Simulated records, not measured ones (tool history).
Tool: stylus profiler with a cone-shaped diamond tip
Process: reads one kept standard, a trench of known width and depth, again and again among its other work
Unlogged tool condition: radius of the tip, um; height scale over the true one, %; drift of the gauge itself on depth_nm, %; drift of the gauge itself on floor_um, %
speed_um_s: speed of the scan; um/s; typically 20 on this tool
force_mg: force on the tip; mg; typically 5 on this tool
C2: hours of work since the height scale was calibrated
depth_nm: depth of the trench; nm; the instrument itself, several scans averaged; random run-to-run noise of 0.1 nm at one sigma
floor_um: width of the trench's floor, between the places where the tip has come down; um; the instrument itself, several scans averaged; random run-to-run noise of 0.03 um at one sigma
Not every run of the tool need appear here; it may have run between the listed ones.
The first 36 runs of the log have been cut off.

run 37 hour=419.4 | speed_um_s=17 force_mg=2.02 | scans_with_this_tip=1435 C2=47 | depth_nm=101.51 floor_um=18.49
run 38 hour=433.4 | speed_um_s=17 force_mg=2.02 | scans_with_this_tip=1476 C2=55 | depth_nm=101.36 floor_um=18.61
run 39 hour=446.7 | speed_um_s=5 force_mg=5.82 | scans_with_this_tip=1514 C2=63 | depth_nm=103.22 floor_um=18.57
run 40 hour=462.5 | speed_um_s=20 force_mg=7.88 | scans_with_this_tip=1561 C2=73 | depth_nm=103.65 floor_um=18.55
run 41 hour=474.8 | speed_um_s=17 force_mg=8.34 | scans_with_this_tip=1597 C2=80 | depth_nm=103.85 floor_um=18.58
run 42 hour=489.1 | speed_um_s=17 force_mg=5.57 | scans_with_this_tip=1638 C2=89 | depth_nm=102.83 floor_um=18.54
run 43 hour=501.9 | speed_um_s=31 force_mg=2.48 | scans_with_this_tip=1675 C2=96 | depth_nm=101.74 floor_um=18.55
run 44 hour=509.1 | speed_um_s=6 force_mg=3.99 | scans_with_this_tip=1696 C2=101 | depth_nm=102.32 floor_um=18.59
run 45 hour=524.3 | speed_um_s=41 force_mg=14.43 | scans_with_this_tip=1741 C2=110 | depth_nm=105.4 floor_um=18.51
run 46 hour=536.9 | speed_um_s=41 force_mg=14.43 | scans_with_this_tip=1777 C2=117 | depth_nm=105.43 floor_um=18.58

Predict each of these 3 candidate next runs independently; none follows another, all start after run 46:
run A hour=549.3 | speed_um_s=13 force_mg=4.26 | scans_with_this_tip=1813 C2=125 | depth_nm=? floor_um=?
run B hour=549.3 | speed_um_s=8 force_mg=2.11 | scans_with_this_tip=1813 C2=125 | depth_nm=? floor_um=?
run C hour=549.3 | speed_um_s=5 force_mg=3.31 | scans_with_this_tip=1813 C2=125 | depth_nm=? floor_um=?

run=A depth_nm=102.46 floor_um=18.55
run=B depth_nm=101.2 floor_um=18.51
run=C depth_nm=101.99 floor_um=18.58
With the hidden condition removed and each run's random variation left untouched, the same runs would have given:
run=A depth_nm=102.51 floor_um=18.73
run=B depth_nm=101.26 floor_um=18.69
run=C depth_nm=102.05 floor_um=18.76
